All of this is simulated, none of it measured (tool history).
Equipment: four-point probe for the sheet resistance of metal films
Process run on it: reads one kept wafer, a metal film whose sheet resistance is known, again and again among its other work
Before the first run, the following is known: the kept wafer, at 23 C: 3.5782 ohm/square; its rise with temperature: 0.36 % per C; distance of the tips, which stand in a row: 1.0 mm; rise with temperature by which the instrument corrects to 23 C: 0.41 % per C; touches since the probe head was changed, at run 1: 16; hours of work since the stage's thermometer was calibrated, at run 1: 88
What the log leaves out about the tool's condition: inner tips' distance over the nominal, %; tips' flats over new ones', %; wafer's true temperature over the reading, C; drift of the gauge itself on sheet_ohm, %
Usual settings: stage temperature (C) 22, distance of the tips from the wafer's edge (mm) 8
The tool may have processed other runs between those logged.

run    hour  stage temperature (C)  distance of the tips from the wafer's edge (mm)  touches since the probe head was changed  hours of work since the stage's thermometer was calibrated  sheet resistance as the instrument gives it (ohm/square)
  1       0                     22                                                8                                        16                                                          88                                                  3.599674
  2      90                     22                                                8                                      2843                                                         128                                                   3.59941
  3     208                     22                                                8                                      6553                                                         180                                                    3.5981
  4   296.9                     26                                                8                                      9346                                                         220                                                   3.59076
  5   427.7                     26                                                8                                     13456                                                         278                                                  3.589097
      441.6  -- stage's thermometer calibrated
  6   550.9                     20                                                8                                     17311                                                          49                                                  3.599375
  7   642.9                     34                                                8                                     20202                                                          89                                                     3.574
  8   763.6                     33                                               31                                     23996                                                         143                                                  3.546509
  9   890.6                     21                                                4                                     27985                                                         199                                                  3.681429
 10   965.9                     21                                                4                                     30352                                                         233                                                  3.680827
 11  1060.9                     27                                               13                                     33338                                                         275                                                  3.564145
 12    1129                     20                                                5                                     35477                                                         305                                                  3.640448
     1148.7  -- stage's thermometer calibrated, once more
 13  1259.3                     20                                                5                                     39556                                                          49                                                  3.638272

Entry by entry between the runs, the difference in hidden state between the last listed run before and the first listed run after:
Between runs 5 and 6: stage's thermometer calibrated (hour 441.6)
  inner tips' distance over the nominal, %: -0.369 -> -0.401; tips' flats over new ones', %: 14 -> 18; wafer's true temperature over the reading, C: 0.11 -> 0.17
  measured value less the no-hidden-state value, sheet resistance as the instrument gives it (ohm/square): -0.012903 -> -0.013466
Between runs 12 and 13: stage's thermometer calibrated, once more (hour 1148.7)
  inner tips' distance over the nominal, %: -0.555 -> -0.588; tips' flats over new ones', %: 38 -> 42; wafer's true temperature over the reading, C: 0.26 -> 0.09
  measured value less the no-hidden-state value, sheet resistance as the instrument gives it (ohm/square): -0.018544 -> -0.02201
